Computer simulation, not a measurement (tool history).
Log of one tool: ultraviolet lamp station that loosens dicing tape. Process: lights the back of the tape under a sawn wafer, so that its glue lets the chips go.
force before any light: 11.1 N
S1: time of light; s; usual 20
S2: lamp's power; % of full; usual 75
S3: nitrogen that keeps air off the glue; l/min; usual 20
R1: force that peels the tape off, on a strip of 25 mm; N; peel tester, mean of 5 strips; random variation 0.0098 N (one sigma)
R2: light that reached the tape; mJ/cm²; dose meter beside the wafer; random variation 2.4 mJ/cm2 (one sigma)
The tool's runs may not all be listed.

Run 1, hour 0.0: usual settings. Result: R1 0.486 N, R2 248 mJ/cm².
Run 2, hour 50.8: usual settings. Result: R1 0.494 N, R2 251 mJ/cm².
Run 3, hour 86.0: usual settings. Result: R1 0.499 N, R2 245 mJ/cm².
Run 4, hour 127.6: usual settings. Result: R1 0.522 N, R2 240 mJ/cm².
Run 5, hour 184.2: usual settings but S1 38 s. Result: R1 0.234 N, R2 450 mJ/cm².
Run 6, hour 242.0: usual settings but S1 38 s. Result: R1 0.242 N, R2 444 mJ/cm².
Run 7, hour 299.6: usual settings but S1 38 s. Result: R1 0.245 N, R2 447 mJ/cm².
Run 8, hour 336.6: usual settings but S1 38 s. Result: R1 0.250 N, R2 433 mJ/cm².
Run 9, hour 370.8: usual settings but S1 38 s. Result: R1 0.242 N, R2 435 mJ/cm².
Run 10, hour 421.4: usual settings but S1 38 s. Result: R1 0.253 N, R2 426 mJ/cm².
Run 11, hour 478.1: usual settings but S1 38 s. Result: R1 0.253 N, R2 424 mJ/cm².
Run 12, hour 535.9: usual settings but S1 38 s. Result: R1 0.249 N, R2 416 mJ/cm².
At hour 594.5: window cleaned of glue's vapour.
Run 13, hour 598.4: usual settings but S1 38 s. Result: R1 0.253 N, R2 440 mJ/cm².
Run 14, hour 624.1: usual settings but S3 10 l/min. Result: R1 0.913 N, R2 228 mJ/cm².
Run 15, hour 676.3: usual settings but S2 62 % of full, S3 14 l/min. Result: R1 1.164 N, R2 186 mJ/cm².
Run 16, hour 736.1: usual settings but S1 24 s, S2 73 % of full, S3 14 l/min. Result: R1 0.596 N, R2 263 mJ/cm².
Run 17, hour 775.1: usual settings but S2 70 % of full. Result: R1 0.762 N, R2 202 mJ/cm².
Run 18, hour 814.0: usual settings but S1 34 s. Result: R1 0.282 N, R2 370 mJ/cm².
Run 19, hour 871.6: usual settings but S1 34 s. Result: R1 0.281 N, R2 367 mJ/cm².
Run 20, hour 910.1: usual settings but S1 34 s. Result: R1 0.280 N, R2 362 mJ/cm².
Run 21, hour 947.5: usual settings but S1 28 s, S2 63 % of full. Result: R1 0.492 N, R2 253 mJ/cm².
Run 22, hour 974.3: usual settings but S1 10 s, S2 78 % of full, S3 19 l/min. Result: R1 2.563 N, R2 107 mJ/cm².
Run 23, hour 1000.5: usual settings but S1 15 s, S2 71 % of full, S3 26 l/min. Result: R1 1.311 N, R2 147 mJ/cm².
At hour 1022.7: lamp changed.
Run 24, hour 1038.9: usual settings but S1 12 s, S2 71 % of full, S3 26 l/min. Result: R1 1.291 N, R2 149 mJ/cm².
Run 25, hour 1093.8: usual settings but S1 40 s, S2 92 % of full, S3 34 l/min. Result: R1 0.234 N, R2 638 mJ/cm².
Run 26, hour 1123.8: usual settings but S1 22 s, S2 67 % of full, S3 27 l/min. Result: R1 0.418 N, R2 248 mJ/cm².

3 ways to go on from here, each from the tool as it stands after run 26. What would each give?
Run A, hour 1180.6: usual settings but S2 78 % of full. Result: R1 ?, R2 ?.
Run B, hour 1180.6: usual settings but S1 22 s, S2 62 % of full, S3 37 l/min. Result: R1 ?, R2 ?.
Run C, hour 1180.6: usual settings but S1 22 s, S3 16 l/min. Result: R1 ?, R2 ?.

run     R1   R2
  A  0.447  268
  B  0.461  229
  C  0.427  283
Without the tool's hidden state the same runs would have given:
run     R1   R2
  A  0.394  286
  B  0.409  245
  C  0.377  302
